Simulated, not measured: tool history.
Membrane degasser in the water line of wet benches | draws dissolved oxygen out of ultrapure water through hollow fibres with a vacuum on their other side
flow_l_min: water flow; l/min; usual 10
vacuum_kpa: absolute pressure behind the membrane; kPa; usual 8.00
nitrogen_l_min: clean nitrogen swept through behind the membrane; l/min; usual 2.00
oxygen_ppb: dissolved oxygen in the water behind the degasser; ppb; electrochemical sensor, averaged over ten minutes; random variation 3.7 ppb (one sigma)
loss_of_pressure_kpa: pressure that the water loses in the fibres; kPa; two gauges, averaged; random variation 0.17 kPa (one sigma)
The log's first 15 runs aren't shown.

{"run": 16, "hour": 3490.4, "flow_l_min": 12, "vacuum_kpa": 8.0, "nitrogen_l_min": 2.0, "oxygen_ppb": 453.7, "loss_of_pressure_kpa": 38.21}
{"hour": 3522.3, "done": "seals of the vacuum lines changed"}
{"run": 17, "hour": 3783.6, "flow_l_min": 10, "vacuum_kpa": 8.0, "nitrogen_l_min": 2.23, "oxygen_ppb": 369.1, "loss_of_pressure_kpa": 31.67}
{"run": 18, "hour": 3996.6, "flow_l_min": 9, "vacuum_kpa": 6.21, "nitrogen_l_min": 1.09, "oxygen_ppb": 334.0, "loss_of_pressure_kpa": 28.58}
{"run": 19, "hour": 4192.5, "flow_l_min": 9, "vacuum_kpa": 6.21, "nitrogen_l_min": 1.09, "oxygen_ppb": 338.4, "loss_of_pressure_kpa": 28.41}
{"run": 20, "hour": 4395.4, "flow_l_min": 9, "vacuum_kpa": 6.21, "nitrogen_l_min": 1.09, "oxygen_ppb": 337.5, "loss_of_pressure_kpa": 28.69}
{"run": 21, "hour": 4608.0, "flow_l_min": 9, "vacuum_kpa": 6.21, "nitrogen_l_min": 1.09, "oxygen_ppb": 335.1, "loss_of_pressure_kpa": 28.47}
{"run": 22, "hour": 4774.9, "flow_l_min": 10, "vacuum_kpa": 5.98, "nitrogen_l_min": 1.0, "oxygen_ppb": 376.2, "loss_of_pressure_kpa": 31.92}
{"run": 23, "hour": 5114.3, "flow_l_min": 10, "vacuum_kpa": 5.98, "nitrogen_l_min": 1.0, "oxygen_ppb": 380.4, "loss_of_pressure_kpa": 31.6}
{"run": 24, "hour": 5265.1, "flow_l_min": 10, "vacuum_kpa": 8.0, "nitrogen_l_min": 1.2, "oxygen_ppb": 406.4, "loss_of_pressure_kpa": 31.71}
{"run": 25, "hour": 5568.8, "flow_l_min": 10, "vacuum_kpa": 14.75, "nitrogen_l_min": 1.2, "oxygen_ppb": 530.1, "loss_of_pressure_kpa": 31.76}
{"run": 26, "hour": 5854.2, "flow_l_min": 11, "vacuum_kpa": 7.46, "nitrogen_l_min": 1.23, "oxygen_ppb": 427.2, "loss_of_pressure_kpa": 34.66}
{"run": 27, "hour": 6035.2, "flow_l_min": 14, "vacuum_kpa": 8.0, "nitrogen_l_min": 5.57, "oxygen_ppb": 477.3, "loss_of_pressure_kpa": 44.58}
{"run": 28, "hour": 6199.6, "flow_l_min": 14, "vacuum_kpa": 8.0, "nitrogen_l_min": 5.57, "oxygen_ppb": 475.8, "loss_of_pressure_kpa": 44.73}
{"run": 29, "hour": 6340.0, "flow_l_min": 14, "vacuum_kpa": 8.0, "nitrogen_l_min": 5.57, "oxygen_ppb": 486.3, "loss_of_pressure_kpa": 44.78}
{"run": 30, "hour": 6617.8, "flow_l_min": 14, "vacuum_kpa": 8.0, "nitrogen_l_min": 5.57, "oxygen_ppb": 476.3, "loss_of_pressure_kpa": 44.34}
{"run": 31, "hour": 6879.4, "flow_l_min": 11, "vacuum_kpa": 8.0, "nitrogen_l_min": 5.57, "oxygen_ppb": 374.7, "loss_of_pressure_kpa": 34.71}
{"run": 32, "hour": 7096.2, "flow_l_min": 15, "vacuum_kpa": 9.56, "nitrogen_l_min": 2.55, "oxygen_ppb": 559.1, "loss_of_pressure_kpa": 47.57}

Forecast each of these 4 alternatives for the next run:
{"hour": 7207.8, "done": "membrane cartridge changed"}
{"run": "A", "hour": 7429.6, "flow_l_min": 15, "vacuum_kpa": 6.2, "nitrogen_l_min": 2.55, "oxygen_ppb": "?", "loss_of_pressure_kpa": "?"}
{"hour": 7207.8, "done": "membrane cartridge changed"}
{"run": "B", "hour": 7429.6, "flow_l_min": 11, "vacuum_kpa": 8.0, "nitrogen_l_min": 2.0, "oxygen_ppb": "?", "loss_of_pressure_kpa": "?"}
{"hour": 7207.8, "done": "membrane cartridge changed"}
{"run": "C", "hour": 7429.6, "flow_l_min": 7, "vacuum_kpa": 9.56, "nitrogen_l_min": 2.22, "oxygen_ppb": "?", "loss_of_pressure_kpa": "?"}
{"hour": 7207.8, "done": "membrane cartridge changed"}
{"run": "D", "hour": 7429.6, "flow_l_min": 15, "vacuum_kpa": 6.84, "nitrogen_l_min": 5.32, "oxygen_ppb": "?", "loss_of_pressure_kpa": "?"}

run=A oxygen_ppb=516.8 loss_of_pressure_kpa=47.30
run=B oxygen_ppb=405.6 loss_of_pressure_kpa=34.61
run=C oxygen_ppb=253.5 loss_of_pressure_kpa=22.13
run=D oxygen_ppb=506.7 loss_of_pressure_kpa=47.28
Without the tool's hidden state the same runs would have given:
run=A oxygen_ppb=516.6 loss_of_pressure_kpa=47.29
run=B oxygen_ppb=405.4 loss_of_pressure_kpa=34.60
run=C oxygen_ppb=253.3 loss_of_pressure_kpa=22.13
run=D oxygen_ppb=506.6 loss_of_pressure_kpa=47.28
